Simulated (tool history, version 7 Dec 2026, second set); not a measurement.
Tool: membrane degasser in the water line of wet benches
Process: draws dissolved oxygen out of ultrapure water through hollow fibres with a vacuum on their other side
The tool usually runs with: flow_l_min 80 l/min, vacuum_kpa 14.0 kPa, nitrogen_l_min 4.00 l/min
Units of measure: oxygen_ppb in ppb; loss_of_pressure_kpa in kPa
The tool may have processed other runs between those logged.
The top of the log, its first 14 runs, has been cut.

{"run": 15, "hour": 606.0, "flow_l_min": 80, "vacuum_kpa": 14.0, "nitrogen_l_min": 4.0, "oxygen_ppb": 497.4, "loss_of_pressure_kpa": 55.89}
{"hour": 655.0, "done": "vacuum gauge calibrated, once more"}
{"run": 16, "hour": 661.3, "flow_l_min": 80, "vacuum_kpa": 14.0, "nitrogen_l_min": 4.0, "oxygen_ppb": 485.6, "loss_of_pressure_kpa": 56.08}
{"run": 17, "hour": 691.3, "flow_l_min": 116, "vacuum_kpa": 17.4, "nitrogen_l_min": 4.0, "oxygen_ppb": 926.3, "loss_of_pressure_kpa": 80.58}
{"run": 18, "hour": 734.1, "flow_l_min": 116, "vacuum_kpa": 22.8, "nitrogen_l_min": 4.0, "oxygen_ppb": 1190.0, "loss_of_pressure_kpa": 80.74}
{"run": 19, "hour": 795.3, "flow_l_min": 127, "vacuum_kpa": 18.7, "nitrogen_l_min": 1.79, "oxygen_ppb": 1760.5, "loss_of_pressure_kpa": 88.86}
{"run": 20, "hour": 851.7, "flow_l_min": 63, "vacuum_kpa": 12.6, "nitrogen_l_min": 2.43, "oxygen_ppb": 507.9, "loss_of_pressure_kpa": 44.09}
{"run": 21, "hour": 894.4, "flow_l_min": 81, "vacuum_kpa": 10.2, "nitrogen_l_min": 1.76, "oxygen_ppb": 622.0, "loss_of_pressure_kpa": 56.8}
{"run": 22, "hour": 926.5, "flow_l_min": 81, "vacuum_kpa": 10.2, "nitrogen_l_min": 1.76, "oxygen_ppb": 620.2, "loss_of_pressure_kpa": 56.98}
{"run": 23, "hour": 954.2, "flow_l_min": 81, "vacuum_kpa": 10.2, "nitrogen_l_min": 1.76, "oxygen_ppb": 619.8, "loss_of_pressure_kpa": 56.58}
{"run": 24, "hour": 1009.1, "flow_l_min": 81, "vacuum_kpa": 10.2, "nitrogen_l_min": 1.76, "oxygen_ppb": 617.7, "loss_of_pressure_kpa": 56.86}
{"run": 25, "hour": 1049.7, "flow_l_min": 81, "vacuum_kpa": 10.2, "nitrogen_l_min": 1.76, "oxygen_ppb": 619.0, "loss_of_pressure_kpa": 56.68}
{"run": 26, "hour": 1097.0, "flow_l_min": 81, "vacuum_kpa": 10.2, "nitrogen_l_min": 1.76, "oxygen_ppb": 619.5, "loss_of_pressure_kpa": 56.88}
{"run": 27, "hour": 1127.1, "flow_l_min": 81, "vacuum_kpa": 10.2, "nitrogen_l_min": 1.76, "oxygen_ppb": 622.0, "loss_of_pressure_kpa": 56.66}
{"run": 28, "hour": 1185.0, "flow_l_min": 77, "vacuum_kpa": 14.9, "nitrogen_l_min": 1.76, "oxygen_ppb": 939.6, "loss_of_pressure_kpa": 53.94}
{"run": 29, "hour": 1232.0, "flow_l_min": 75, "vacuum_kpa": 9.2, "nitrogen_l_min": 4.0, "oxygen_ppb": 270.1, "loss_of_pressure_kpa": 52.74}
{"run": 30, "hour": 1272.7, "flow_l_min": 64, "vacuum_kpa": 14.0, "nitrogen_l_min": 11.97, "oxygen_ppb": 149.6, "loss_of_pressure_kpa": 44.76}
{"run": 31, "hour": 1311.7, "flow_l_min": 75, "vacuum_kpa": 34.1, "nitrogen_l_min": 11.75, "oxygen_ppb": 476.3, "loss_of_pressure_kpa": 52.68}
{"run": 32, "hour": 1372.4, "flow_l_min": 115, "vacuum_kpa": 34.1, "nitrogen_l_min": 8.59, "oxygen_ppb": 984.2, "loss_of_pressure_kpa": 80.28}

Alternative continuations, all from the tool just after run 32; predict every row:
{"run": "A", "hour": 1427.0, "flow_l_min": 95, "vacuum_kpa": 26.9, "nitrogen_l_min": 8.59, "oxygen_ppb": "?", "loss_of_pressure_kpa": "?"}
{"run": "B", "hour": 1427.0, "flow_l_min": 115, "vacuum_kpa": 14.7, "nitrogen_l_min": 8.59, "oxygen_ppb": "?", "loss_of_pressure_kpa": "?"}
{"run": "C", "hour": 1427.0, "flow_l_min": 80, "vacuum_kpa": 10.3, "nitrogen_l_min": 8.67, "oxygen_ppb": "?", "loss_of_pressure_kpa": "?"}
{"run": "D", "hour": 1427.0, "flow_l_min": 115, "vacuum_kpa": 34.1, "nitrogen_l_min": 1.75, "oxygen_ppb": "?", "loss_of_pressure_kpa": "?"}

run=A oxygen_ppb=641.3 loss_of_pressure_kpa=66.52
run=B oxygen_ppb=483.5 loss_of_pressure_kpa=80.81
run=C oxygen_ppb=186.2 loss_of_pressure_kpa=56.13
run=D oxygen_ppb=2762.2 loss_of_pressure_kpa=80.34
Stripped of hidden state, with their random variation kept, the same runs would have yielded:
run=A oxygen_ppb=634.6 loss_of_pressure_kpa=65.58
run=B oxygen_ppb=475.1 loss_of_pressure_kpa=79.67
run=C oxygen_ppb=183.2 loss_of_pressure_kpa=55.33
run=D oxygen_ppb=2759.9 loss_of_pressure_kpa=79.20

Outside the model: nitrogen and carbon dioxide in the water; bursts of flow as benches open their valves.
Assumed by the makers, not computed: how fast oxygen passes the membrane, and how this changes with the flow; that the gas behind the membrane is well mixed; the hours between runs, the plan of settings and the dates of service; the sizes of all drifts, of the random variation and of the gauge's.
